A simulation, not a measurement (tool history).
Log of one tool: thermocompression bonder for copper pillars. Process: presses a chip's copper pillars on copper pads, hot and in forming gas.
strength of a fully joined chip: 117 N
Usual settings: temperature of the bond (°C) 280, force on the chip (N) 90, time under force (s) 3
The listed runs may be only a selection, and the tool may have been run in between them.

| run | hour | temperature of the bond (°C) | force on the chip (N) | time under force (s) | force that shears a chip off (N) |
|---|---|---|---|---|---|
| 1 | 0 | 280 | 90 | 3 | 72.2 |
| 2 | 9.1 | 280 | 90 | 3 | 71.1 |
| 3 | 17.4 | 280 | 90 | 3 | 71.6 |
| 4 | 27.5 | 280 | 90 | 3 | 71.4 |
| 5 | 36.4 | 280 | 90 | 3 | 71.1 |
| 6 | 46.4 | 280 | 90 | 3 | 70.4 |
| 7 | 52 | 280 | 90 | 3 | 71 |
| 8 | 61.1 | 280 | 90 | 3 | 70.5 |
| 9 | 70.6 | 302 | 90 | 3 | 85.6 |
| 10 | 76.4 | 280 | 90 | 3 | 71.3 |
| 11 | 83.8 | 280 | 90 | 3 | 69.8 |
| 12 | 88.8 | 280 | 90 | 3 | 70.4 |
| 13 | 97.1 | 280 | 90 | 3 | 69.9 |
| 14 | 104.6 | 302 | 90 | 3 | 86.3 |
| 15 | 114.1 | 257 | 90 | 3 | 51.9 |
| 16 | 121.4 | 280 | 90 | 2 | 62.7 |
| 17 | 130.6 | 280 | 90 | 2 | 62.3 |
| 18 | 139.2 | 280 | 90 | 2 | 61.5 |
| 19 | 144.9 | 280 | 90 | 2 | 61.6 |
| 20 | 154.4 | 280 | 90 | 2 | 61.2 |
| 21 | 162.1 | 280 | 90 | 2 | 61.9 |
| 22 | 171.3 | 280 | 90 | 2 | 60.9 |
| 23 | 178.4 | 291 | 84 | 4 | 79.2 |
| 24 | 187.4 | 284 | 118 | 2 | 73.2 |
| 25 | 197.5 | 284 | 118 | 2 | 72.5 |
|  | 198.9 | forming gas filter changed |
| 26 | 209.1 | 284 | 118 | 2 | 80.9 |
| 27 | 217.3 | 284 | 118 | 2 | 80.4 |
| 28 | 226.8 | 297 | 82 | 3 | 85.1 |
| 29 | 234 | 280 | 98 | 3 | 79.4 |
| 30 | 245.1 | 280 | 98 | 3 | 79 |
| 31 | 255.7 | 280 | 98 | 3 | 79 |
| 32 | 261.7 | 252 | 72 | 2 | 38.3 |
| 33 | 269.1 | 280 | 74 | 2 | 59.4 |
| 34 | 275.4 | 280 | 74 | 2 | 59.9 |
| 35 | 285.7 | 280 | 74 | 2 | 59.5 |
| 36 | 293.3 | 259 | 74 | 2 | 44 |
| 37 | 302.1 | 259 | 74 | 2 | 44.1 |
| 38 | 309.1 | 259 | 128 | 2 | 62 |
| 39 | 315.3 | 251 | 90 | 3 | 51.5 |
| 40 | 324.5 | 274 | 57 | 3 | 53.4 |
| 41 | 329.4 | 294 | 69 | 5 | 86.1 |

Here are 3 independent what-if runs from the current tool condition. What would each one return?
| A | 340.2 | 280 | 102 | 2 | ? |
| B | 340.2 | 278 | 133 | 3 | ? |
| C | 340.2 | 280 | 129 | 3 | ? |

| run | force that shears a chip off (N) |
|---|---|
| A | 70.8 |
| B | 87 |
| C | 86.9 |
Had the tool no hidden state, the same runs would have come out as:
| run | force that shears a chip off (N) |
|---|---|
| A | 74.6 |
| B | 91 |
| C | 91 |
